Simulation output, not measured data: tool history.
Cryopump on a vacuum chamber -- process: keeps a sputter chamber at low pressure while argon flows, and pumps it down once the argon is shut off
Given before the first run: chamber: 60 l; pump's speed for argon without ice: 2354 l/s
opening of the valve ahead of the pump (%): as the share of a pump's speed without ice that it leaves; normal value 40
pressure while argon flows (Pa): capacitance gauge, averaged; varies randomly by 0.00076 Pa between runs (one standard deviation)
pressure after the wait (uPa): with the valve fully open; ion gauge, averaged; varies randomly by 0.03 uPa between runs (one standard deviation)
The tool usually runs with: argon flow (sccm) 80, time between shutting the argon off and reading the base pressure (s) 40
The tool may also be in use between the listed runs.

| run | day | argon flow (sccm) | time between shutting the argon off and reading the base pressure (s) | opening of the valve ahead of the pump (%) | pressure while argon flows (Pa) | pressure after the wait (uPa) |
|---|---|---|---|---|---|---|
| 1 | 0.000 | 80 | 40 | 40 | 0.1479 | 1.49 |
| 2 | 0.738 | 80 | 40 | 40 | 0.1478 | 1.51 |
| 3 | 1.912 | 80 | 40 | 40 | 0.1471 | 1.56 |
| 4 | 2.796 | 80 | 40 | 40 | 0.1485 | 1.58 |
| 5 | 3.783 | 80 | 40 | 40 | 0.1475 | 1.64 |
| 6 | 4.508 | 80 | 24 | 40 | 0.1484 | 2.56 |
| 7 | 5.754 | 80 | 24 | 40 | 0.1497 | 2.61 |
| 8 | 7.050 | 80 | 24 | 40 | 0.1478 | 2.55 |
| 9 | 8.017 | 80 | 24 | 40 | 0.1487 | 2.68 |
| 10 | 8.708 | 80 | 24 | 40 | 0.1497 | 2.59 |
| 11 | 9.962 | 80 | 24 | 40 | 0.1498 | 2.73 |
| 12 | 11.125 | 84 | 40 | 40 | 0.1569 | 1.79 |
| 13 | 12.246 | 84 | 40 | 40 | 0.1580 | 1.83 |
| 14 | 13.425 | 84 | 40 | 40 | 0.1584 | 1.87 |
| 15 | 14.367 | 84 | 40 | 40 | 0.1590 | 1.89 |
| 16 | 15.129 | 84 | 40 | 40 | 0.1585 | 1.96 |
| 17 | 16.125 | 84 | 40 | 40 | 0.1607 | 1.95 |
| 18 | 16.925 | 63 | 55 | 43 | 0.1125 | 1.64 |
| 19 | 18.138 | 63 | 28 | 43 | 0.1113 | 2.59 |
| 20 | 19.454 | 63 | 28 | 43 | 0.1129 | 2.62 |
| 21 | 20.600 | 113 | 32 | 28 | 0.3040 | 2.36 |
| 22 | 21.596 | 80 | 144 | 40 | 0.1530 | 1.14 |
| 23 | 22.425 | 80 | 144 | 40 | 0.1523 | 1.17 |
| 24 | 23.350 | 53 | 80 | 28 | 0.1442 | 1.41 |
| 25 | 24.383 | 66 | 56 | 32 | 0.1572 | 1.80 |
| 26 | 25.008 | 32 | 205 | 41 | 0.0603 | 1.11 |
| 27 | 25.871 | 32 | 205 | 41 | 0.0606 | 1.10 |
| 28 | 26.608 | 39 | 60 | 41 | 0.0742 | 1.86 |
| 29 | 27.546 | 39 | 60 | 41 | 0.0737 | 1.83 |
| 30 | 28.633 | 36 | 31 | 40 | 0.0699 | 2.66 |
| 31 | 29.500 | 40 | 33 | 38 | 0.0812 | 2.63 |
| 32 | 30.592 | 90 | 186 | 35 | 0.1989 | 1.26 |
| 33 | 31.371 | 90 | 28 | 55 | 0.1317 | 2.90 |

Here are 3 independent what-if runs from the current tool condition. What would each one return?
| A | 32.600 | 90 | 290 | 55 | ? | ? |
| B | 32.600 | 90 | 23 | 55 | ? | ? |
| C | 32.600 | 114 | 149 | 40 | ? | ? |

| run | pressure while argon flows (Pa) | pressure after the wait (uPa) |
|---|---|---|
| A | 0.1330 | 1.26 |
| B | 0.1325 | 3.37 |
| C | 0.2251 | 1.45 |
What these runs would have given with no unlogged condition in the tool:
| run | pressure while argon flows (Pa) | pressure after the wait (uPa) |
|---|---|---|
| A | 0.1181 | 0.33 |
| B | 0.1177 | 2.46 |
| C | 0.2062 | 0.53 |
